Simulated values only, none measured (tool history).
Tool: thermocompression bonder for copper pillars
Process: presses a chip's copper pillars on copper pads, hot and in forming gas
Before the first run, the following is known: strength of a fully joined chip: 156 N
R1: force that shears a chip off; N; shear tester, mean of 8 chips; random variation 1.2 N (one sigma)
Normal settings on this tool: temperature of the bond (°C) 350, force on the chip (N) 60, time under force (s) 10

run 1 hour=0 | temperature_of_the_bond_(°C)=350 force_on_the_chip_(N)=60 time_under_force_(s)=10 | R1=94.5
-- hour=39.3 forming gas filter changed
run 2 hour=39.3 | temperature_of_the_bond_(°C)=350 force_on_the_chip_(N)=60 time_under_force_(s)=10 | R1=105.4
run 3 hour=74.5 | temperature_of_the_bond_(°C)=350 force_on_the_chip_(N)=60 time_under_force_(s)=10 | R1=103.1
run 4 hour=100.8 | temperature_of_the_bond_(°C)=350 force_on_the_chip_(N)=60 time_under_force_(s)=10 | R1=103.1
run 5 hour=154 | temperature_of_the_bond_(°C)=350 force_on_the_chip_(N)=60 time_under_force_(s)=10 | R1=100.7
run 6 hour=192.9 | temperature_of_the_bond_(°C)=350 force_on_the_chip_(N)=60 time_under_force_(s)=10 | R1=100.1
run 7 hour=221.6 | temperature_of_the_bond_(°C)=364 force_on_the_chip_(N)=60 time_under_force_(s)=10 | R1=108.8
run 8 hour=268.2 | temperature_of_the_bond_(°C)=364 force_on_the_chip_(N)=60 time_under_force_(s)=10 | R1=106
run 9 hour=301.4 | temperature_of_the_bond_(°C)=364 force_on_the_chip_(N)=39 time_under_force_(s)=10 | R1=80.1
run 10 hour=341.5 | temperature_of_the_bond_(°C)=364 force_on_the_chip_(N)=39 time_under_force_(s)=10 | R1=79.7
run 11 hour=394.6 | temperature_of_the_bond_(°C)=350 force_on_the_chip_(N)=60 time_under_force_(s)=10 | R1=93.7
run 12 hour=431.6 | temperature_of_the_bond_(°C)=350 force_on_the_chip_(N)=60 time_under_force_(s)=25 | R1=114.7
run 13 hour=474.4 | temperature_of_the_bond_(°C)=350 force_on_the_chip_(N)=60 time_under_force_(s)=11 | R1=93.1
-- hour=496.8 forming gas filter changed
run 14 hour=499 | temperature_of_the_bond_(°C)=358 force_on_the_chip_(N)=37 time_under_force_(s)=11 | R1=79.8
run 15 hour=550.1 | temperature_of_the_bond_(°C)=321 force_on_the_chip_(N)=50 time_under_force_(s)=10 | R1=66.8
run 16 hour=606.5 | temperature_of_the_bond_(°C)=321 force_on_the_chip_(N)=50 time_under_force_(s)=10 | R1=66.2
run 17 hour=633 | temperature_of_the_bond_(°C)=321 force_on_the_chip_(N)=50 time_under_force_(s)=10 | R1=65.7
-- hour=659.5 heater calibrated with a thermocouple chip
run 18 hour=666.8 | temperature_of_the_bond_(°C)=321 force_on_the_chip_(N)=50 time_under_force_(s)=10 | R1=76.5
run 19 hour=701 | temperature_of_the_bond_(°C)=343 force_on_the_chip_(N)=69 time_under_force_(s)=10 | R1=107.8
run 20 hour=739.2 | temperature_of_the_bond_(°C)=332 force_on_the_chip_(N)=62 time_under_force_(s)=11 | R1=94.7
run 21 hour=779.1 | temperature_of_the_bond_(°C)=332 force_on_the_chip_(N)=62 time_under_force_(s)=11 | R1=94.2
run 22 hour=825.7 | temperature_of_the_bond_(°C)=327 force_on_the_chip_(N)=74 time_under_force_(s)=12 | R1=100.7
run 23 hour=852.8 | temperature_of_the_bond_(°C)=327 force_on_the_chip_(N)=74 time_under_force_(s)=12 | R1=100.7
run 24 hour=887.5 | temperature_of_the_bond_(°C)=374 force_on_the_chip_(N)=50 time_under_force_(s)=12 | R1=107
run 25 hour=925.9 | temperature_of_the_bond_(°C)=350 force_on_the_chip_(N)=60 time_under_force_(s)=11 | R1=97.5
-- hour=956 forming gas filter changed
run 26 hour=970.3 | temperature_of_the_bond_(°C)=327 force_on_the_chip_(N)=44 time_under_force_(s)=9 | R1=69.1

Forecast each of these 5 alternatives for the next run:
run A hour=1019 | temperature_of_the_bond_(°C)=327 force_on_the_chip_(N)=82 time_under_force_(s)=9 | R1=?
run B hour=1019 | temperature_of_the_bond_(°C)=354 force_on_the_chip_(N)=67 time_under_force_(s)=7 | R1=?
run C hour=1019 | temperature_of_the_bond_(°C)=327 force_on_the_chip_(N)=60 time_under_force_(s)=12 | R1=?
run D hour=1019 | temperature_of_the_bond_(°C)=361 force_on_the_chip_(N)=60 time_under_force_(s)=10 | R1=?
run E hour=1019 | temperature_of_the_bond_(°C)=325 force_on_the_chip_(N)=44 time_under_force_(s)=9 | R1=?

run=A R1=104.2
run=B R1=103.5
run=C R1=91.1
run=D R1=111.6
run=E R1=67.8
The same runs, with their run-to-run variation unchanged, on a tool lacking any hidden condition would have given:
run=A R1=107.1
run=B R1=106.2
run=C R1=93.8
run=D R1=114.3
run=E R1=70.1
